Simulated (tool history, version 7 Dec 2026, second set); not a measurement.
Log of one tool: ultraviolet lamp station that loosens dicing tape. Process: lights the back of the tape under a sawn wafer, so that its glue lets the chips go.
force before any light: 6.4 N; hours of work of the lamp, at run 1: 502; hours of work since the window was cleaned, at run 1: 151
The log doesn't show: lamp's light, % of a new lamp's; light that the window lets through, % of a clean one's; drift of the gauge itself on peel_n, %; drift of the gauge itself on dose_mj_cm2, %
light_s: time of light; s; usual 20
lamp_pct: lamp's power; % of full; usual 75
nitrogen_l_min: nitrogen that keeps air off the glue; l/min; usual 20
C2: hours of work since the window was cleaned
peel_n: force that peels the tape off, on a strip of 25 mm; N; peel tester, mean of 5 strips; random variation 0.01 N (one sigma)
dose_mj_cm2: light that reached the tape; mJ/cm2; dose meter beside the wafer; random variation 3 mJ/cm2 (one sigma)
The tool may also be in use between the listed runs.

run 1 day=0 | light_s=20 lamp_pct=75 nitrogen_l_min=20 | hours_of_work_of_the_lamp=502 C2=151 | peel_n=0.711 dose_mj_cm2=373
run 2 day=1.329 | light_s=20 lamp_pct=75 nitrogen_l_min=20 | hours_of_work_of_the_lamp=520 C2=169 | peel_n=0.706 dose_mj_cm2=366
run 3 day=2.8 | light_s=20 lamp_pct=75 nitrogen_l_min=13 | hours_of_work_of_the_lamp=541 C2=190 | peel_n=1.016 dose_mj_cm2=363
run 4 day=3.45 | light_s=20 lamp_pct=75 nitrogen_l_min=13 | hours_of_work_of_the_lamp=550 C2=199 | peel_n=1.03 dose_mj_cm2=363
run 5 day=4.867 | light_s=13 lamp_pct=75 nitrogen_l_min=20 | hours_of_work_of_the_lamp=569 C2=219 | peel_n=1.535 dose_mj_cm2=230
run 6 day=6.012 | light_s=13 lamp_pct=75 nitrogen_l_min=20 | hours_of_work_of_the_lamp=585 C2=234 | peel_n=1.576 dose_mj_cm2=228
run 7 day=7.025 | light_s=13 lamp_pct=75 nitrogen_l_min=13 | hours_of_work_of_the_lamp=599 C2=249 | peel_n=2.026 dose_mj_cm2=222
run 8 day=8.321 | light_s=13 lamp_pct=75 nitrogen_l_min=13 | hours_of_work_of_the_lamp=617 C2=267 | peel_n=2.074 dose_mj_cm2=229
run 9 day=9.4 | light_s=13 lamp_pct=75 nitrogen_l_min=13 | hours_of_work_of_the_lamp=632 C2=282 | peel_n=1.943 dose_mj_cm2=219
run 10 day=10.433 | light_s=20 lamp_pct=75 nitrogen_l_min=20 | hours_of_work_of_the_lamp=647 C2=296 | peel_n=0.86 dose_mj_cm2=340
run 11 day=11.642 | light_s=20 lamp_pct=75 nitrogen_l_min=20 | hours_of_work_of_the_lamp=664 C2=313 | peel_n=0.858 dose_mj_cm2=333
run 12 day=12.254 | light_s=20 lamp_pct=75 nitrogen_l_min=20 | hours_of_work_of_the_lamp=672 C2=321 | peel_n=0.877 dose_mj_cm2=330
run 13 day=13.392 | light_s=20 lamp_pct=82 nitrogen_l_min=20 | hours_of_work_of_the_lamp=688 C2=337 | peel_n=0.733 dose_mj_cm2=362
run 14 day=14.846 | light_s=20 lamp_pct=75 nitrogen_l_min=20 | hours_of_work_of_the_lamp=708 C2=357 | peel_n=0.859 dose_mj_cm2=323
run 15 day=15.821 | light_s=20 lamp_pct=75 nitrogen_l_min=17 | hours_of_work_of_the_lamp=722 C2=371 | peel_n=1.076 dose_mj_cm2=317
-- day=15.917 window cleaned of glue's vapour
run 16 day=17.333 | light_s=20 lamp_pct=75 nitrogen_l_min=17 | hours_of_work_of_the_lamp=743 C2=20 | peel_n=1.11 dose_mj_cm2=303
run 17 day=18.446 | light_s=20 lamp_pct=89 nitrogen_l_min=20 | hours_of_work_of_the_lamp=758 C2=35 | peel_n=0.77 dose_mj_cm2=359
run 18 day=19.612 | light_s=20 lamp_pct=68 nitrogen_l_min=20 | hours_of_work_of_the_lamp=774 C2=51 | peel_n=1.164 dose_mj_cm2=270
run 19 day=20.412 | light_s=20 lamp_pct=68 nitrogen_l_min=20 | hours_of_work_of_the_lamp=785 C2=63 | peel_n=1.264 dose_mj_cm2=267
run 20 day=21.325 | light_s=20 lamp_pct=95 nitrogen_l_min=20 | hours_of_work_of_the_lamp=798 C2=75 | peel_n=0.723 dose_mj_cm2=370
run 21 day=22.033 | light_s=20 lamp_pct=75 nitrogen_l_min=21 | hours_of_work_of_the_lamp=808 C2=85 | peel_n=1.04 dose_mj_cm2=289
-- day=22.2 window cleaned of glue's vapour, once more
run 22 day=22.971 | light_s=20 lamp_pct=80 nitrogen_l_min=20 | hours_of_work_of_the_lamp=821 C2=11 | peel_n=0.658 dose_mj_cm2=378
run 23 day=24.283 | light_s=30 lamp_pct=91 nitrogen_l_min=7 | hours_of_work_of_the_lamp=839 C2=29 | peel_n=0.578 dose_mj_cm2=641
run 24 day=25.4 | light_s=30 lamp_pct=91 nitrogen_l_min=7 | hours_of_work_of_the_lamp=855 C2=45 | peel_n=0.621 dose_mj_cm2=635
run 25 day=26.388 | light_s=30 lamp_pct=91 nitrogen_l_min=7 | hours_of_work_of_the_lamp=868 C2=58 | peel_n=0.633 dose_mj_cm2=624
run 26 day=27.517 | light_s=10 lamp_pct=95 nitrogen_l_min=25 | hours_of_work_of_the_lamp=884 C2=74 | peel_n=1.508 dose_mj_cm2=216
run 27 day=28.371 | light_s=15 lamp_pct=88 nitrogen_l_min=6 | hours_of_work_of_the_lamp=896 C2=86 | peel_n=2.138 dose_mj_cm2=300
run 28 day=29.258 | light_s=15 lamp_pct=88 nitrogen_l_min=6 | hours_of_work_of_the_lamp=908 C2=98 | peel_n=2.139 dose_mj_cm2=297
run 29 day=30.271 | light_s=22 lamp_pct=80 nitrogen_l_min=6 | hours_of_work_of_the_lamp=922 C2=112 | peel_n=1.5 dose_mj_cm2=391
run 30 day=31.688 | light_s=14 lamp_pct=80 nitrogen_l_min=18 | hours_of_work_of_the_lamp=942 C2=132 | peel_n=1.523 dose_mj_cm2=246
run 31 day=32.654 | light_s=14 lamp_pct=80 nitrogen_l_min=18 | hours_of_work_of_the_lamp=956 C2=146 | peel_n=1.542 dose_mj_cm2=240
run 32 day=33.667 | light_s=14 lamp_pct=80 nitrogen_l_min=18 | hours_of_work_of_the_lamp=970 C2=160 | peel_n=1.555 dose_mj_cm2=245
run 33 day=35.017 | light_s=14 lamp_pct=80 nitrogen_l_min=18 | hours_of_work_of_the_lamp=989 C2=178 | peel_n=1.584 dose_mj_cm2=236
run 34 day=36.246 | light_s=20 lamp_pct=85 nitrogen_l_min=9 | hours_of_work_of_the_lamp=1006 C2=196 | peel_n=1.328 dose_mj_cm2=360
run 35 day=37.517 | light_s=35 lamp_pct=70 nitrogen_l_min=35 | hours_of_work_of_the_lamp=1023 C2=213 | peel_n=0.229 dose_mj_cm2=504
run 36 day=38.421 | light_s=35 lamp_pct=70 nitrogen_l_min=35 | hours_of_work_of_the_lamp=1036 C2=226 | peel_n=0.223 dose_mj_cm2=502
-- day=39.75 lamp changed
run 37 day=39.829 | light_s=15 lamp_pct=98 nitrogen_l_min=9 | hours_of_work_of_the_lamp=1 C2=245 | peel_n=1.102 dose_mj_cm2=403
run 38 day=41.071 | light_s=20 lamp_pct=75 nitrogen_l_min=14 | hours_of_work_of_the_lamp=18 C2=262 | peel_n=0.793 dose_mj_cm2=407
run 39 day=42 | light_s=18 lamp_pct=61 nitrogen_l_min=11 | hours_of_work_of_the_lamp=31 C2=275 | peel_n=1.566 dose_mj_cm2=300
run 40 day=43.496 | light_s=20 lamp_pct=89 nitrogen_l_min=6 | hours_of_work_of_the_lamp=52 C2=296 | peel_n=1.14 dose_mj_cm2=473
run 41 day=44.742 | light_s=20 lamp_pct=70 nitrogen_l_min=6 | hours_of_work_of_the_lamp=70 C2=313 | peel_n=1.73 dose_mj_cm2=372
run 42 day=46.062 | light_s=17 lamp_pct=90 nitrogen_l_min=20 | hours_of_work_of_the_lamp=88 C2=332 | peel_n=0.608 dose_mj_cm2=402

3 ways to go on from here, each from the tool as it stands after run 42. What would each give?
run A day=47.425 | light_s=27 lamp_pct=87 nitrogen_l_min=20 | hours_of_work_of_the_lamp=107 C2=351 | peel_n=? dose_mj_cm2=?
run B day=47.425 | light_s=28 lamp_pct=61 nitrogen_l_min=11 | hours_of_work_of_the_lamp=107 C2=351 | peel_n=? dose_mj_cm2=?
run C day=47.425 | light_s=20 lamp_pct=75 nitrogen_l_min=16 | hours_of_work_of_the_lamp=107 C2=351 | peel_n=? dose_mj_cm2=?

run=A peel_n=0.231 dose_mj_cm2=602
run=B peel_n=0.818 dose_mj_cm2=440
run=C peel_n=0.782 dose_mj_cm2=385
Without the tool's hidden state the same runs would have given:
run=A peel_n=0.17 dose_mj_cm2=705
run=B peel_n=0.6 dose_mj_cm2=515
run=C peel_n=0.569 dose_mj_cm2=450
